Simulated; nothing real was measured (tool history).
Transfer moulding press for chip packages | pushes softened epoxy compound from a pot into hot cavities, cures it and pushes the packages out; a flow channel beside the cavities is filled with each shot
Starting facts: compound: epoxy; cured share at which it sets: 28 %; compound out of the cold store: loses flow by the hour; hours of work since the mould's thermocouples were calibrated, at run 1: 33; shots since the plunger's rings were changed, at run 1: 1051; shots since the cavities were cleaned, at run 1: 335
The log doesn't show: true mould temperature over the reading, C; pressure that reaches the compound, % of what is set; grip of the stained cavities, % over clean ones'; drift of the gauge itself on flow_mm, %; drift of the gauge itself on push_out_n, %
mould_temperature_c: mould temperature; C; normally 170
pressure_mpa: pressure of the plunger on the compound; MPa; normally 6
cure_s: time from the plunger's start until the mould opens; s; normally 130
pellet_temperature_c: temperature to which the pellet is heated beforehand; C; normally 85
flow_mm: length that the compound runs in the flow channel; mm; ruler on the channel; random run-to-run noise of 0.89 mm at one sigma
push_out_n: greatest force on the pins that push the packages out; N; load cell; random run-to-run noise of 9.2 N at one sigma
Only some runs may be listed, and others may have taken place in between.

run	hour	mould_temperature_c	pressure_mpa	cure_s	pellet_temperature_c	hours of work since the mould's thermocouples were calibrated	shots since the plunger's rings were changed	shots since the cavities were cleaned	incoming compound's hours out of the cold store	flow_mm	push_out_n
1	0	170	6	130	85	33	1051	335	43.5	514.2	483
2	4.6	170	6	130	85	35	1080	364	19.5	561.7	499
3	14.1	170	6	130	85	40	1140	424	37.2	526.5	509
4	23	170	6	130	90	44	1197	481	27.8	544.9	521
# hour 30: cavities cleaned with cleaning compound and waxed
5	32.4	170	6	130	90	47	1248	15	12.8	574	431
6	36.5	170	6	130	90	49	1274	41	31.9	536.6	448
7	45.3	170	5.35	130	85	53	1330	97	27.3	513.7	472
8	52.5	170	6	130	85	56	1376	143	27.2	546.5	498
9	60.1	170	6	130	85	60	1424	191	14.7	571.8	486
10	67.4	170	6	130	85	63	1471	238	32.2	535.7	490
11	75.1	170	6	130	85	67	1520	287	30.4	538.4	494
12	82.5	170	6	130	85	70	1567	334	27.2	545.4	507
13	90.4	170	6	130	85	74	1618	385	10.8	580.4	542
14	100.4	170	6	130	85	78	1681	448	43.6	513.5	505
15	104.9	170	7.42	130	85	80	1710	477	27	605.7	522
# hour 112.9: cavities cleaned with cleaning compound and waxed
16	115.2	169	6	130	85	84	1766	14	12.1	579.1	479
17	123.4	169	6	130	85	88	1819	67	26.8	547.9	478
18	129.9	170	5.23	159	85	91	1860	108	20.6	521.1	328
19	136	175	5.23	157	85	94	1899	147	25.8	499.7	330
20	144.5	175	5.23	157	85	98	1953	201	12.6	524.8	326
21	150.4	175	5.23	157	85	101	1991	239	36.4	479.1	333
22	157.6	169	7.2	130	85	104	2037	285	37.8	574.2	499
23	163.7	171	6	135	85	107	2075	323	25.2	545.4	445
24	169.4	169	4.88	110	85	109	2112	360	28	489.5	798
25	179.4	176	6	129	85	114	2175	423	30.5	522.1	403
26	183.4	176	6	129	85	116	2201	449	11.8	560.4	406
27	189.5	170	6	135	90	118	2240	488	40.4	515.3	464
# hour 195.8: cavities cleaned with cleaning compound and waxed
28	199.2	170	6.67	130	87	122	2292	22	27.6	571.2	443

5 options for the next run, each taken on its own from the tool as it stands now. Forecast them:
A	205.5	170	6	132	85	125	2332	62	11.6	?	?
B	205.5	170	6.67	116	87	125	2332	62	10.1	?	?
C	205.5	176	6.67	130	87	125	2332	62	28.5	?	?
D	205.5	170	6.11	130	87	125	2332	62	15.9	?	?
E	205.5	170	6.67	130	87	125	2332	62	37.7	?	?

run	flow_mm	push_out_n
A	575.9	462
B	610.1	610
C	556	336
D	571	462
E	550.3	423
The same runs, with their run-to-run variation unchanged, on a tool lacking any hidden condition would have given:
run	flow_mm	push_out_n
A	585.6	424
B	620.4	558
C	565.5	314
D	580.7	425
E	559.7	389
